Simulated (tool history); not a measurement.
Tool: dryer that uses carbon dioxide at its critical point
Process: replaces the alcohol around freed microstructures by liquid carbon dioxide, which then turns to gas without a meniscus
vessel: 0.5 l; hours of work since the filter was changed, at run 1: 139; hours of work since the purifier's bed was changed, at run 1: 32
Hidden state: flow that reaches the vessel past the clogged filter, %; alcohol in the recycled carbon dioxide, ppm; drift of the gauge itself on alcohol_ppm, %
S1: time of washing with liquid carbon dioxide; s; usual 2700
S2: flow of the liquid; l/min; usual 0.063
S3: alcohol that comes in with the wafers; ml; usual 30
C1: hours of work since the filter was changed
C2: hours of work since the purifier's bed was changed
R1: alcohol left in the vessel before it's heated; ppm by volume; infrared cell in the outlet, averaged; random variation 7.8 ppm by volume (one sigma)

run,hour,S1,S2,S3,C1,C2,R1
1,0,2700,0.063,30,139,32,495
2,7.1,2700,0.063,30,143,36,499
3,17.6,2700,0.063,30,149,43,493
4,23.3,2700,0.063,30,153,46,501
5,33.9,2700,0.063,30,159,53,515
6,44.2,2700,0.063,30,166,59,519
7,53,2700,0.063,30,171,65,532
8,58.4,2700,0.063,75,175,68,1332
9,64.8,2700,0.063,75,179,72,1310
10,75.6,2700,0.063,75,185,79,1317
11,83.5,2700,0.063,120,190,83,2059
12,92.8,2700,0.063,120,196,89,2178
13,102.1,2700,0.063,120,202,95,2140
14,112,2700,0.063,120,208,101,2128
# hour 114: inlet filter changed
15,121.8,2700,0.063,120,5,107,1671
16,132.3,2700,0.063,120,11,113,1628
17,142.1,2700,0.063,120,17,119,1733
18,152.6,2700,0.063,120,24,126,1627
19,157.8,2700,0.063,30,27,129,452
20,164.4,2700,0.063,30,31,133,451
21,174.5,2700,0.063,30,37,139,448
22,181.1,2700,0.063,30,41,143,474
23,192.4,1680,0.063,30,48,150,2730
24,201.3,1680,0.0906,78,54,156,1854
25,208.3,2160,0.063,30,58,160,1194
26,219.4,3600,0.063,66,65,167,215
27,225.3,3600,0.063,66,69,170,231
28,234.1,3600,0.063,66,74,176,213
29,238.8,2100,0.0606,30,77,179,1550
30,246.3,2100,0.0528,52,82,183,4295
31,253.5,2340,0.0725,30,86,188,480
32,259.3,1860,0.063,30,90,191,2067
33,269,2100,0.0411,55,96,197,9592
34,274.4,2100,0.0411,55,99,201,9648
35,284.2,2700,0.0527,30,105,207,1048
36,290.4,1620,0.0961,109,109,211,2550
37,295.1,2700,0.0389,26,112,214,2706
38,303.2,2700,0.0503,26,117,219,1177
39,313.5,2940,0.0607,51,123,225,679
40,318.8,1860,0.063,94,127,228,6576
41,327.9,1860,0.063,94,132,234,6692
42,335.5,1920,0.063,94,137,239,6175
43,344.6,1740,0.063,106,143,244,9666
44,354.3,1800,0.063,66,148,250,5490
45,361.3,2160,0.063,30,153,254,1318
46,371.1,2700,0.063,113,159,261,1980

Forecast each of these 3 alternatives for the next run:
A,382.2,2700,0.0681,30,166,267,?
B,382.2,2400,0.0987,26,166,267,?
C,382.2,2700,0.0695,113,166,267,?

run,R1
A,386
B,106
C,1215
Without the tool's hidden state the same runs would have given:
run,R1
A,268
B,45
C,909
